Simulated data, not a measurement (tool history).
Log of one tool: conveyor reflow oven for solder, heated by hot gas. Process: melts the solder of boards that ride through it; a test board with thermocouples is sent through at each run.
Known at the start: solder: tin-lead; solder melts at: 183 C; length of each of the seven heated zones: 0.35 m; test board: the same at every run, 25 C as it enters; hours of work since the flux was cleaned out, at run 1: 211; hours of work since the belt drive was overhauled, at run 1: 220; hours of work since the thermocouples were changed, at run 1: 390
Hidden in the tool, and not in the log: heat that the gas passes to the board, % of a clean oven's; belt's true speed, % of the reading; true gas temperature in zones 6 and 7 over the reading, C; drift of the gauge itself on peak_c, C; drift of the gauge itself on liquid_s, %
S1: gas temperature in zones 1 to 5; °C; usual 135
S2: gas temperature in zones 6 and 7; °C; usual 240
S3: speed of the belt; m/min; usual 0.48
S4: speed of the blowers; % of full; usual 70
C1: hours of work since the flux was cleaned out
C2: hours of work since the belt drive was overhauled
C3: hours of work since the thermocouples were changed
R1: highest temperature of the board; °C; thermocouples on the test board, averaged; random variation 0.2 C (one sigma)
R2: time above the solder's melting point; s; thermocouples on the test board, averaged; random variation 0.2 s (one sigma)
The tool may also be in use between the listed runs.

run     day   S1   S2     S3  S4   C1   C2   C3     R1    R2
  1       0  135  240   0.48  70  211  220  390  219.9  66.1
  2   0.504  135  240  0.576  70  219  228  398  212.7  48.3
  3   0.867  135  238   0.48  70  224  233  403  217.9  64.8
  4   1.371  135  238   0.48  70  232  241  411  218.2  64.9
  5   1.671  135  238   0.48  70  237  246  415  218.3  64.7
      2.308  -- flux residue cleaned out of gas plates and filters
  6   2.438  135  238   0.48  70    2  254  423  217.8  64.6
  7   2.817  135  240   0.48  86    8  260  429  222.9  69.2
  8   3.317  135  240   0.48  84   15  267  437  222.7  68.4
  9   3.696  135  240   0.48  84   21  273  442  222.4  68.7
 10   3.983  135  240   0.48  84   25  277  447  222.2  68.7
 11   4.625  123  240   0.48  84   35  287  456    220  62.7
 12    5.25  123  240   0.48  84   44  296  466  219.9  62.7
 13   5.829  123  240   0.48  84   53  305  474  220.3  62.8
 14   6.212  123  240   0.48  70   59  311  480  217.6  59.9
 15   6.579  123  240   0.48  70   64  316  486  217.8  59.9
 16   7.112  135  233    0.4  56   72  324  494  217.6  77.6
 17   7.488  125  235  0.477  80   78  330  499  215.8  59.8
 18   8.071  123  240  0.441  70   87  338  508  220.8  68.6
 19     8.6  123  240  0.441  70   95  346  516  220.9    69
 20   9.004  146  240   0.54  54  101  353  522  214.3  56.9
 21   9.604  146  240   0.54  54  110  362  531  214.1  57.2
 22  10.125  141  243  0.564  81  117  369  539  219.7  57.5
 23  10.408  138  248  0.523  62  122  374  543  222.1  62.7
 24  10.896  147  248  0.523  83  129  381  550  228.4  70.9
      11.35  -- thermocouples of zones 6 and 7 changed
 25   11.55  144  248  0.523  90  138  389    3    229  70.2
 26  11.996  144  248  0.523  59  144  396   10  222.8  65.4
 27  12.258  135  234  0.549  70  148  400   14  209.5  48.2

The next listed run, before its measurement:
 28  12.725  135  232  0.546  70  155  407  21   ?   ?

Run 28 gave R1 208.3 °C, R2 47.2 s.
Without the tool's hidden state the same run would have given R1 208.4 °C, R2 47.3 s.

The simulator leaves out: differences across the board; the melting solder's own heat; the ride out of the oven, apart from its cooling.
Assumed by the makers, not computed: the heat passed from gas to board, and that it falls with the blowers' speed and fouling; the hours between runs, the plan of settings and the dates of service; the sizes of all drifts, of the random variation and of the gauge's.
